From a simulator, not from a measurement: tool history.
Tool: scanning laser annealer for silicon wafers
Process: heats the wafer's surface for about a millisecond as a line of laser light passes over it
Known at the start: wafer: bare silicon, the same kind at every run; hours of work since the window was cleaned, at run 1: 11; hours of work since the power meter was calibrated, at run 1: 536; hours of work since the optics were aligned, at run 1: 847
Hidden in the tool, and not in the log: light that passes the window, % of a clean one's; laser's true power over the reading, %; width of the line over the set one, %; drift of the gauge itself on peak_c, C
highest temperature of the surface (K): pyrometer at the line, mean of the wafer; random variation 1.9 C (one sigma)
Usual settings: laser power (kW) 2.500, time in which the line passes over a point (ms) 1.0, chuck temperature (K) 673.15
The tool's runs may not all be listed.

| run | day | laser power (kW) | time in which the line passes over a point (ms) | chuck temperature (K) | hours of work since the window was cleaned | hours of work since the power meter was calibrated | hours of work since the optics were aligned | highest temperature of the surface (K) |
|---|---|---|---|---|---|---|---|---|
| 1 | 0.000 | 2.500 | 1.0 | 673.15 | 11 | 536 | 847 | 1505.15 |
| 2 | 1.462 | 2.500 | 1.0 | 673.15 | 31 | 556 | 866 | 1504.15 |
| 3 | 2.525 | 2.500 | 1.0 | 673.15 | 45 | 570 | 881 | 1508.15 |
| 4 | 3.454 | 2.500 | 1.0 | 673.15 | 58 | 583 | 893 | 1507.15 |
| 5 | 4.929 | 2.500 | 1.0 | 673.15 | 78 | 603 | 913 | 1503.15 |
| 6 | 5.904 | 2.500 | 1.0 | 673.15 | 91 | 616 | 926 | 1505.15 |
|  | 6.167 | window over the wafer cleaned |
| 7 | 7.604 | 2.500 | 1.0 | 673.15 | 19 | 638 | 948 | 1500.15 |
| 8 | 9.458 | 2.500 | 1.0 | 673.15 | 44 | 663 | 973 | 1500.15 |
|  | 10.383 | window over the wafer cleaned, once more |
| 9 | 11.117 | 2.500 | 1.0 | 706.15 | 10 | 684 | 994 | 1538.15 |
| 10 | 12.033 | 2.500 | 1.0 | 706.15 | 22 | 696 | 1007 | 1542.15 |
| 11 | 13.688 | 2.500 | 1.0 | 646.15 | 45 | 719 | 1029 | 1480.15 |
| 12 | 15.133 | 2.503 | 0.8 | 633.15 | 64 | 738 | 1048 | 1366.15 |
| 13 | 16.558 | 2.503 | 0.8 | 655.15 | 83 | 757 | 1068 | 1384.15 |

Run 14 comes next. What will it give?
| 14 | 17.342 | 2.666 | 1.0 | 673.15 | 94 | 768 | 1078 | ? |

Run 14 gave highest temperature of the surface (K) 1552.15.
Without the tool's hidden state the same run would have given highest temperature of the surface (K) 1565.15.
